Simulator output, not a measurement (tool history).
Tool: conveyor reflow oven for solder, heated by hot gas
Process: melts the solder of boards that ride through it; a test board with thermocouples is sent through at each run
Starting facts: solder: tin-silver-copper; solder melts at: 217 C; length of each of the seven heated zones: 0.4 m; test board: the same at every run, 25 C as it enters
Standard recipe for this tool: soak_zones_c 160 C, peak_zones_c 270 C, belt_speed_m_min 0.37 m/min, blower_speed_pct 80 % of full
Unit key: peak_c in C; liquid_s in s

run	day	soak_zones_c	peak_zones_c	belt_speed_m_min	blower_speed_pct	peak_c	liquid_s
1	0	160	270	0.37	80	261.6	106.6
2	0.296	160	270	0.37	80	262	106.3
3	0.783	160	270	0.37	80	261.5	106
4	1.25	160	270	0.37	80	261.6	105.9
5	1.742	160	270	0.37	80	261.7	105.8
6	2.112	160	270	0.37	80	261.4	105.7
7	2.654	160	272	0.37	80	263.3	107.5
8	2.921	160	272	0.37	80	263.5	107.3
9	3.379	160	272	0.37	80	263.4	107.3
10	3.867	160	270	0.37	80	261.2	106
11	4.3	160	270	0.37	80	261.2	105.6
12	4.938	160	270	0.37	80	262.7	108.1
13	5.262	160	270	0.37	80	263.3	108.4
14	5.625	160	270	0.37	80	263	108.1
15	6.167	160	270	0.37	80	262.6	107.6
16	6.454	164	270	0.37	80	263.3	109.5
17	7.004	155	270	0.362	80	263.1	108.3
18	7.383	155	270	0.362	80	262.9	108.4
19	7.996	150	270	0.425	86	259.3	85.7
20	8.429	150	270	0.425	86	259.1	86.2
21	9.138	167	268	0.429	51	251.8	82.6
22	9.492	152	268	0.431	85	256.9	84
23	10.238	153	270	0.434	80	256.7	81
24	10.579	160	259	0.361	56	247.7	89.8
25	10.942	160	270	0.43	57	252.9	78.1
26	11.396	152	270	0.412	80	258.9	86.1
27	11.675	155	269	0.34	52	257.6	105.3
28	12.021	160	270	0.377	80	261.7	102.1
29	12.558	152	273	0.37	80	264.1	103.1
30	12.867	148	271	0.379	51	254.6	86.1
31	13.338	160	270	0.324	80	264.7	123.6
32	13.883	160	270	0.324	80	264.5	123.7

Removed from this log: 3 entries logged between the listed runs. Between which two listed runs does each belong, and how does the tool's hidden state at the listed run before it compare with that at the listed run after it?
Between runs 11 and 12: flux residue cleaned out of gas plates and filters (day 4.833)
  heat that the gas passes to the board, % of a clean oven's: 90.3 -> 99.9; belt's true speed, % of the reading: 97.89 -> 97.87; true gas temperature in zones 6 and 7 over the reading, C: 0.48 -> 0.49
  the result without the hidden state subtracted from the measured one, peak_c: -0.7 -> +0.9 C; liquid_s: +1.1 -> +3.3 s
Between runs 20 and 21: belt drive overhauled, speed set with a stopwatch (day 8.642)
  heat that the gas passes to the board, % of a clean oven's: 97.2 -> 96.9; belt's true speed, % of the reading: 97.71 -> 97; true gas temperature in zones 6 and 7 over the reading, C: 0.63 -> 0.65
  the result without the hidden state subtracted from the measured one, peak_c: +0.7 -> +1.1 C; liquid_s: +2.6 -> +4 s
Between runs 22 and 23: belt drive overhauled, speed set with a stopwatch, once more (day 10.233)
  heat that the gas passes to the board, % of a clean oven's: 96.6 -> 96.2; belt's true speed, % of the reading: 96.98 -> 99.75; true gas temperature in zones 6 and 7 over the reading, C: 0.67 -> 0.69
  the result without the hidden state subtracted from the measured one, peak_c: +0.7 -> -0.2 C; liquid_s: +3.3 -> -0.3 s

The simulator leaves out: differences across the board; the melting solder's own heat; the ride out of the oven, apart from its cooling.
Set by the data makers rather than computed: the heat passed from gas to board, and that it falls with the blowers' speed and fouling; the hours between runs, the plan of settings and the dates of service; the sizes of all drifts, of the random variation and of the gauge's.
